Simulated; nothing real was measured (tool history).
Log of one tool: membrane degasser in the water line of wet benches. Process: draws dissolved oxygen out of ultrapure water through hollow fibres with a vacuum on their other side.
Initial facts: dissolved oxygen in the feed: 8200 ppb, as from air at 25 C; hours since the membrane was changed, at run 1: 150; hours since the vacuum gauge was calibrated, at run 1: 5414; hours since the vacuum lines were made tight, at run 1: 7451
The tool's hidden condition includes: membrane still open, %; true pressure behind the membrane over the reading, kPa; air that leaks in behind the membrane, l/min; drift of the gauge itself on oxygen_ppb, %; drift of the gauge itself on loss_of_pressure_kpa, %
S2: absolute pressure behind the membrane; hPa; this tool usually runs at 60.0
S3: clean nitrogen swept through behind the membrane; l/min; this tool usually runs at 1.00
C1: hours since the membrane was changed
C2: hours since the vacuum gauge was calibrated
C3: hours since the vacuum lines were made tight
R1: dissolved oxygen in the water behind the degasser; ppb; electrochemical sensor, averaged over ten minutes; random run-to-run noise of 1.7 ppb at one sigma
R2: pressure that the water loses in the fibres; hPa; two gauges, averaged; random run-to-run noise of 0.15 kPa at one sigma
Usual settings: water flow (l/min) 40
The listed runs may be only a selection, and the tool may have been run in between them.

run 1 hour=0.0 | water_flow_(l/min)=40 S2=60.0 S3=1.00 | C1=150 C2=5414 C3=7451 | R1=259.6 R2=378.5
-- hour=23.0 vacuum gauge calibrated
run 2 hour=44.3 | water_flow_(l/min)=40 S2=60.0 S3=1.00 | C1=193 C2=21 C3=7495 | R1=278.2 R2=377.6
run 3 hour=83.7 | water_flow_(l/min)=40 S2=60.0 S3=1.00 | C1=233 C2=61 C3=7534 | R1=282.3 R2=378.3
run 4 hour=113.7 | water_flow_(l/min)=40 S2=60.0 S3=1.00 | C1=263 C2=91 C3=7564 | R1=277.4 R2=376.5
run 5 hour=140.8 | water_flow_(l/min)=40 S2=60.0 S3=1.00 | C1=290 C2=118 C3=7591 | R1=282.0 R2=377.2
run 6 hour=192.8 | water_flow_(l/min)=40 S2=44.1 S3=1.00 | C1=342 C2=170 C3=7643 | R1=157.5 R2=379.1
run 7 hour=242.4 | water_flow_(l/min)=24 S2=44.1 S3=1.00 | C1=391 C2=219 C3=7693 | R1=99.3 R2=227.0
run 8 hour=286.5 | water_flow_(l/min)=24 S2=44.1 S3=1.00 | C1=436 C2=263 C3=7737 | R1=98.9 R2=226.5
-- hour=305.2 vacuum gauge calibrated, once more
run 9 hour=338.9 | water_flow_(l/min)=24 S2=44.1 S3=1.00 | C1=487 C2=34 C3=7789 | R1=66.3 R2=228.4
run 10 hour=373.0 | water_flow_(l/min)=24 S2=44.1 S3=1.00 | C1=522 C2=68 C3=7823 | R1=66.5 R2=227.7
run 11 hour=397.6 | water_flow_(l/min)=61 S2=53.9 S3=1.00 | C1=546 C2=92 C3=7847 | R1=272.5 R2=577.9
run 12 hour=424.1 | water_flow_(l/min)=40 S2=122.5 S3=1.33 | C1=573 C2=119 C3=7874 | R1=549.4 R2=379.8

Run 13 comes next. What will it give?
run 13 hour=454.9 | water_flow_(l/min)=40 S2=122.5 S3=1.33 | C1=603 C2=150 C3=7905 | R1=? R2=?

Run 13 came out at R1 552.6 ppb, R2 376.8 hPa.
With the hidden condition absent and the run-to-run variation left alone, this run would have shown R1 552.0 ppb, R2 376.0 hPa.
